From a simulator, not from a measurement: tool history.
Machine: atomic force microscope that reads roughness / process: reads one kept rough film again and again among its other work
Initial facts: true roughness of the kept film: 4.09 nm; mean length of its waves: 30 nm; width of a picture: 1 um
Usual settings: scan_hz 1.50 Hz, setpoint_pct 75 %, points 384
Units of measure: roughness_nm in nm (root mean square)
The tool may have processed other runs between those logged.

{"run": 1, "day": 0.0, "scan_hz": 1.5, "setpoint_pct": 75, "points": 384, "roughness_nm": 2.92}
{"run": 2, "day": 0.308, "scan_hz": 1.5, "setpoint_pct": 75, "points": 384, "roughness_nm": 2.882}
{"run": 3, "day": 0.692, "scan_hz": 1.5, "setpoint_pct": 75, "points": 939, "roughness_nm": 2.848}
{"run": 4, "day": 1.125, "scan_hz": 1.5, "setpoint_pct": 75, "points": 939, "roughness_nm": 2.783}
{"run": 5, "day": 1.662, "scan_hz": 1.5, "setpoint_pct": 75, "points": 939, "roughness_nm": 3.327}
{"run": 6, "day": 2.242, "scan_hz": 1.5, "setpoint_pct": 86, "points": 384, "roughness_nm": 2.994}
{"run": 7, "day": 2.708, "scan_hz": 1.5, "setpoint_pct": 86, "points": 384, "roughness_nm": 2.935}
{"run": 8, "day": 3.054, "scan_hz": 1.5, "setpoint_pct": 75, "points": 384, "roughness_nm": 3.079}
{"run": 9, "day": 3.708, "scan_hz": 1.5, "setpoint_pct": 65, "points": 384, "roughness_nm": 3.11}
{"run": 10, "day": 4.038, "scan_hz": 1.5, "setpoint_pct": 65, "points": 384, "roughness_nm": 3.074}
{"run": 11, "day": 4.375, "scan_hz": 1.5, "setpoint_pct": 75, "points": 384, "roughness_nm": 2.897}
{"run": 12, "day": 5.1, "scan_hz": 1.5, "setpoint_pct": 75, "points": 384, "roughness_nm": 2.833}
{"run": 13, "day": 5.412, "scan_hz": 1.5, "setpoint_pct": 80, "points": 384, "roughness_nm": 2.69}
{"run": 14, "day": 6.058, "scan_hz": 1.5, "setpoint_pct": 75, "points": 384, "roughness_nm": 2.694}
{"run": 15, "day": 6.771, "scan_hz": 1.5, "setpoint_pct": 75, "points": 384, "roughness_nm": 3.24}
{"run": 16, "day": 7.258, "scan_hz": 1.5, "setpoint_pct": 75, "points": 384, "roughness_nm": 3.181}
{"run": 17, "day": 7.854, "scan_hz": 1.5, "setpoint_pct": 75, "points": 384, "roughness_nm": 3.099}
{"run": 18, "day": 8.462, "scan_hz": 1.5, "setpoint_pct": 75, "points": 384, "roughness_nm": 2.998}
{"run": 19, "day": 8.888, "scan_hz": 0.62, "setpoint_pct": 79, "points": 301, "roughness_nm": 3.073}
{"run": 20, "day": 9.312, "scan_hz": 1.58, "setpoint_pct": 90, "points": 397, "roughness_nm": 2.617}
{"run": 21, "day": 10.008, "scan_hz": 2.89, "setpoint_pct": 68, "points": 862, "roughness_nm": 2.765}
{"run": 22, "day": 10.658, "scan_hz": 1.5, "setpoint_pct": 75, "points": 378, "roughness_nm": 2.718}
{"run": 23, "day": 11.312, "scan_hz": 1.5, "setpoint_pct": 75, "points": 378, "roughness_nm": 3.29}
{"run": 24, "day": 11.696, "scan_hz": 1.5, "setpoint_pct": 75, "points": 378, "roughness_nm": 3.233}
{"run": 25, "day": 12.271, "scan_hz": 3.94, "setpoint_pct": 82, "points": 600, "roughness_nm": 2.494}
{"run": 26, "day": 12.608, "scan_hz": 1.5, "setpoint_pct": 71, "points": 774, "roughness_nm": 3.165}
{"run": 27, "day": 12.921, "scan_hz": 1.5, "setpoint_pct": 71, "points": 774, "roughness_nm": 3.117}
{"run": 28, "day": 13.246, "scan_hz": 0.66, "setpoint_pct": 59, "points": 384, "roughness_nm": 3.252}
{"run": 29, "day": 13.958, "scan_hz": 0.66, "setpoint_pct": 59, "points": 384, "roughness_nm": 3.127}

Taken out of this log: 3 entries between the listed runs. Where each belongs, and how the hidden state differs across it:
From run 4 to run 5: new tip fitted (day 1.412)
  radius of the tip, nm: 17.8 -> 5.9; height scale over the true one, %: -0.41 -> -0.42
  the result without the hidden state subtracted from the measured one, roughness_nm: -0.601 -> -0.064 nm (root mean square)
From run 14 to run 15: new tip fitted (day 6.200)
  radius of the tip, nm: 20.1 -> 6.8; height scale over the true one, %: -0.49 -> -0.51
  the result without the hidden state subtracted from the measured one, roughness_nm: -0.685 -> -0.115 nm (root mean square)
From run 22 to run 23: new tip fitted (day 11.017)
  radius of the tip, nm: 19.2 -> 6.1; height scale over the true one, %: -0.58 -> -0.59
  the result without the hidden state subtracted from the measured one, roughness_nm: -0.656 -> -0.081 nm (root mean square)
